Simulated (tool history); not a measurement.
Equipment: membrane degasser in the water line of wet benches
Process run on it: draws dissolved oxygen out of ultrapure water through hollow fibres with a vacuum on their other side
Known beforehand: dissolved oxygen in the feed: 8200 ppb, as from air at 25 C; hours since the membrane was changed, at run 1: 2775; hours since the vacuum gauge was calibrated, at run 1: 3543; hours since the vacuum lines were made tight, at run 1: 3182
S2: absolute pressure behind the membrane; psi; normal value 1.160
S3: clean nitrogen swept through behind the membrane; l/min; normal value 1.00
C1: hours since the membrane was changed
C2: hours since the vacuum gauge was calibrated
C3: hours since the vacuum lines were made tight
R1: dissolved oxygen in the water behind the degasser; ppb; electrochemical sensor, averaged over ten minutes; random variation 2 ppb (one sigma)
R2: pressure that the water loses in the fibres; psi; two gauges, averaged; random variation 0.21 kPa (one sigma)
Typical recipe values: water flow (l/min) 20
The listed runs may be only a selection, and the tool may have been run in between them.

run 1 day=0.000 | water_flow_(l/min)=20 S2=1.160 S3=1.00 | C1=2775 C2=3543 C3=3182 | R1=225.0 R2=7.472
run 2 day=6.283 | water_flow_(l/min)=20 S2=1.160 S3=1.00 | C1=2926 C2=3694 C3=3333 | R1=225.5 R2=7.526
run 3 day=12.700 | water_flow_(l/min)=20 S2=1.160 S3=1.00 | C1=3080 C2=3848 C3=3487 | R1=228.1 R2=7.456
run 4 day=18.008 | water_flow_(l/min)=20 S2=1.160 S3=1.00 | C1=3208 C2=3975 C3=3615 | R1=229.4 R2=7.433
run 5 day=23.012 | water_flow_(l/min)=20 S2=1.160 S3=1.00 | C1=3328 C2=4095 C3=3735 | R1=225.8 R2=7.442
run 6 day=28.154 | water_flow_(l/min)=20 S2=1.160 S3=1.00 | C1=3451 C2=4219 C3=3858 | R1=226.8 R2=7.467
run 7 day=30.883 | water_flow_(l/min)=20 S2=1.160 S3=1.00 | C1=3517 C2=4284 C3=3924 | R1=227.3 R2=7.474
run 8 day=33.812 | water_flow_(l/min)=20 S2=1.160 S3=1.00 | C1=3587 C2=4354 C3=3994 | R1=223.8 R2=7.567
-- day=36.808 seals of the vacuum lines changed
run 9 day=40.250 | water_flow_(l/min)=20 S2=1.622 S3=1.00 | C1=3739 C2=4507 C3=83 | R1=354.3 R2=7.462
run 10 day=46.692 | water_flow_(l/min)=20 S2=1.622 S3=1.24 | C1=3894 C2=4661 C3=237 | R1=303.9 R2=7.485
run 11 day=49.883 | water_flow_(l/min)=20 S2=1.622 S3=1.24 | C1=3971 C2=4738 C3=314 | R1=298.2 R2=7.510
run 12 day=54.896 | water_flow_(l/min)=20 S2=1.622 S3=1.24 | C1=4091 C2=4858 C3=434 | R1=299.4 R2=7.519
run 13 day=61.325 | water_flow_(l/min)=20 S2=1.622 S3=1.24 | C1=4245 C2=5013 C3=588 | R1=301.5 R2=7.481
run 14 day=63.917 | water_flow_(l/min)=20 S2=1.622 S3=1.24 | C1=4307 C2=5075 C3=651 | R1=299.7 R2=7.478
-- day=64.421 vacuum gauge calibrated
run 15 day=68.192 | water_flow_(l/min)=20 S2=1.622 S3=1.24 | C1=4410 C2=90 C3=753 | R1=304.3 R2=7.519
run 16 day=74.067 | water_flow_(l/min)=29 S2=1.160 S3=1.00 | C1=4551 C2=231 C3=894 | R1=344.2 R2=10.956
run 17 day=79.625 | water_flow_(l/min)=29 S2=1.160 S3=1.00 | C1=4684 C2=365 C3=1027 | R1=341.4 R2=10.976
run 18 day=83.354 | water_flow_(l/min)=18 S2=1.160 S3=0.62 | C1=4773 C2=454 C3=1117 | R1=311.1 R2=6.775
run 19 day=86.442 | water_flow_(l/min)=26 S2=0.840 S3=1.66 | C1=4848 C2=528 C3=1191 | R1=125.2 R2=9.832
run 20 day=90.233 | water_flow_(l/min)=14 S2=0.840 S3=0.47 | C1=4939 C2=619 C3=1282 | R1=185.0 R2=5.258
-- day=92.033 vacuum gauge calibrated, once more
run 21 day=96.529 | water_flow_(l/min)=14 S2=0.840 S3=0.47 | C1=5089 C2=108 C3=1432 | R1=164.8 R2=5.265
run 22 day=100.192 | water_flow_(l/min)=14 S2=2.689 S3=2.11 | C1=5177 C2=196 C3=1520 | R1=242.3 R2=5.314
run 23 day=103.004 | water_flow_(l/min)=14 S2=2.689 S3=2.11 | C1=5245 C2=263 C3=1588 | R1=244.0 R2=5.323
run 24 day=106.021 | water_flow_(l/min)=14 S2=2.689 S3=2.11 | C1=5317 C2=336 C3=1660 | R1=244.7 R2=5.316
run 25 day=111.567 | water_flow_(l/min)=14 S2=2.689 S3=2.11 | C1=5450 C2=469 C3=1793 | R1=245.1 R2=5.305
run 26 day=116.421 | water_flow_(l/min)=19 S2=2.689 S3=2.11 | C1=5567 C2=585 C3=1910 | R1=323.7 R2=7.248
run 27 day=121.900 | water_flow_(l/min)=17 S2=1.353 S3=0.75 | C1=5698 C2=717 C3=2041 | R1=302.6 R2=6.459
run 28 day=125.958 | water_flow_(l/min)=20 S2=1.160 S3=2.06 | C1=5796 C2=814 C3=2139 | R1=117.1 R2=7.675
run 29 day=130.629 | water_flow_(l/min)=20 S2=1.160 S3=2.06 | C1=5908 C2=926 C3=2251 | R1=116.5 R2=7.599
run 30 day=134.433 | water_flow_(l/min)=20 S2=1.160 S3=2.06 | C1=5999 C2=1018 C3=2342 | R1=117.5 R2=7.574
run 31 day=139.921 | water_flow_(l/min)=14 S2=1.160 S3=0.55 | C1=6131 C2=1149 C3=2474 | R1=264.2 R2=5.303
run 32 day=143.929 | water_flow_(l/min)=23 S2=1.410 S3=0.45 | C1=6227 C2=1246 C3=2570 | R1=613.2 R2=8.788

Same runs, no hidden state in the tool, same run-to-run variation:
Unlogged tool condition in this case: membrane still open, %; true pressure behind the membrane over the reading, kPa; air that leaks in behind the membrane, l/min; drift of the gauge itself on oxygen_ppb, %; drift of the gauge itself on loss_of_pressure_kpa, %.
run=1 R1=214.6 R2=7.353
run=2 R1=214.7 R2=7.398
run=3 R1=216.8 R2=7.323
run=4 R1=217.8 R2=7.294
run=5 R1=214.0 R2=7.297
run=6 R1=214.7 R2=7.316
run=7 R1=215.0 R2=7.319
run=8 R1=211.4 R2=7.409
run=9 R1=344.1 R2=7.297
run=10 R1=294.5 R2=7.314
run=11 R1=288.8 R2=7.335
run=12 R1=289.6 R2=7.337
run=13 R1=291.2 R2=7.292
run=14 R1=289.3 R2=7.288
run=15 R1=290.3 R2=7.323
run=16 R1=319.2 R2=10.663
run=17 R1=316.2 R2=10.675
run=18 R1=289.2 R2=6.583
run=19 R1=109.1 R2=9.551
run=20 R1=162.1 R2=5.104
run=21 R1=162.6 R2=5.105
run=22 R1=238.1 R2=5.153
run=23 R1=239.6 R2=5.158
run=24 R1=240.1 R2=5.149
run=25 R1=240.2 R2=5.136
run=26 R1=318.0 R2=7.010
run=27 R1=297.4 R2=6.241
run=28 R1=113.3 R2=7.414
run=29 R1=112.5 R2=7.333
run=30 R1=113.3 R2=7.304
run=31 R1=258.0 R2=5.110
run=32 R1=605.9 R2=8.464
